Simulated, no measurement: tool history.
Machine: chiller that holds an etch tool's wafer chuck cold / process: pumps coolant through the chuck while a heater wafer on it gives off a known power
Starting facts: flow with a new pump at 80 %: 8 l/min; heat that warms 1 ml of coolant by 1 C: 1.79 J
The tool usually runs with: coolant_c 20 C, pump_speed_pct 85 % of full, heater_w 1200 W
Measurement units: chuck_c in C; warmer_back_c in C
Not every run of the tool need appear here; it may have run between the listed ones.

run 1 hour=0.0 | coolant_c=20 pump_speed_pct=85 heater_w=1200 | chuck_c=31.8 warmer_back_c=5.00
run 2 hour=115.8 | coolant_c=20 pump_speed_pct=86 heater_w=1200 | chuck_c=31.6 warmer_back_c=4.91
run 3 hour=294.2 | coolant_c=10 pump_speed_pct=85 heater_w=1200 | chuck_c=22.1 warmer_back_c=5.05
run 4 hour=469.8 | coolant_c=10 pump_speed_pct=85 heater_w=767 | chuck_c=17.7 warmer_back_c=3.21
run 5 hour=646.0 | coolant_c=10 pump_speed_pct=85 heater_w=767 | chuck_c=17.6 warmer_back_c=3.22
run 6 hour=800.7 | coolant_c=10 pump_speed_pct=85 heater_w=767 | chuck_c=17.6 warmer_back_c=3.22
run 7 hour=878.3 | coolant_c=10 pump_speed_pct=85 heater_w=1200 | chuck_c=22.1 warmer_back_c=5.08
run 8 hour=1044.3 | coolant_c=20 pump_speed_pct=85 heater_w=1200 | chuck_c=32.0 warmer_back_c=5.05
run 9 hour=1212.5 | coolant_c=20 pump_speed_pct=85 heater_w=1200 | chuck_c=32.1 warmer_back_c=5.11
run 10 hour=1355.7 | coolant_c=11 pump_speed_pct=85 heater_w=1200 | chuck_c=23.3 warmer_back_c=5.14
run 11 hour=1501.6 | coolant_c=11 pump_speed_pct=85 heater_w=1200 | chuck_c=23.2 warmer_back_c=5.12
run 12 hour=1599.1 | coolant_c=11 pump_speed_pct=62 heater_w=1200 | chuck_c=26.4 warmer_back_c=7.23
run 13 hour=1732.6 | coolant_c=10 pump_speed_pct=85 heater_w=1670 | chuck_c=27.2 warmer_back_c=7.17
run 14 hour=1880.6 | coolant_c=28 pump_speed_pct=79 heater_w=1339 | chuck_c=42.4 warmer_back_c=6.20

Forecast run 15:
run 15 hour=2063.8 | coolant_c=20 pump_speed_pct=79 heater_w=617 | chuck_c=? warmer_back_c=?

Run 15 measured chuck_c 26.6 C, warmer_back_c 2.84 C.
With no hidden state in the tool, this same run would have given chuck_c 26.1 C, warmer_back_c 2.59 C.
